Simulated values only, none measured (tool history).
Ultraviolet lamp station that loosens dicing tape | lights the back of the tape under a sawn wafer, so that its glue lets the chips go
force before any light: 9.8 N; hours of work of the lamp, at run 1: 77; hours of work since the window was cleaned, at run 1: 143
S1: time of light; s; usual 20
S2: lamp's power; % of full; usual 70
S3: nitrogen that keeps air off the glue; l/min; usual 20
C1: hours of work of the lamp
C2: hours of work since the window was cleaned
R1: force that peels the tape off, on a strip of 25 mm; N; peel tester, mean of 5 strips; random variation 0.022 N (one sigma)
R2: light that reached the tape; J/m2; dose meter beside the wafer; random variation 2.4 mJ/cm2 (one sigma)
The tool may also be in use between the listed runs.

Run 1, hour 0: usual settings; C1 77; C2 143. Result: R1 1.291 N, R2 2450 J/m2.
Run 2, hour 24.8: usual settings; C1 93; C2 159. Result: R1 1.368 N, R2 2340 J/m2.
Run 3, hour 43.2: usual settings but S3 21 l/min; C1 105; C2 170. Result: R1 1.371 N, R2 2310 J/m2.
Run 4, hour 56.5: usual settings but S2 86 % of full; C1 113; C2 179. Result: R1 0.947 N, R2 2830 J/m2.
Run 5, hour 81.7: usual settings but S2 86 % of full, S3 28 l/min; C1 129; C2 195. Result: R1 0.868 N, R2 2800 J/m2.
Run 6, hour 99.9: usual settings but S2 79 % of full, S3 28 l/min; C1 141; C2 206. Result: R1 1.04 N, R2 2550 J/m2.
Run 7, hour 122: usual settings but S2 79 % of full, S3 28 l/min; C1 155; C2 220. Result: R1 1.058 N, R2 2500 J/m2.
Run 8, hour 141.8: usual settings but S1 22 s, S2 60 % of full, S3 10 l/min; C1 168; C2 233. Result: R1 2.123 N, R2 2080 J/m2.
Run 9, hour 161.2: usual settings but S1 22 s, S2 60 % of full, S3 10 l/min; C1 180; C2 245. Result: R1 2.175 N, R2 2030 J/m2.
At hour 172.8: window cleaned of glue's vapour.
Run 10, hour 177.5: usual settings but S1 22 s, S2 60 % of full, S3 10 l/min; C1 190; C2 3. Result: R1 1.865 N, R2 2250 J/m2.
Run 11, hour 190.3: usual settings but S1 22 s, S2 60 % of full, S3 10 l/min; C1 198; C2 11. Result: R1 1.946 N, R2 2200 J/m2.

Run 12 comes next. What will it give?
Run 12, hour 201.4: usual settings but S1 21 s, S2 63 % of full, S3 13 l/min; C1 205; C2 18. Result: R1 ?, R2 ?.

R1: 1.748 N
R2: 2210 J/m2
Without the tool's hidden state the same run would have given R1 1.427 N, R2 2490 J/m2.

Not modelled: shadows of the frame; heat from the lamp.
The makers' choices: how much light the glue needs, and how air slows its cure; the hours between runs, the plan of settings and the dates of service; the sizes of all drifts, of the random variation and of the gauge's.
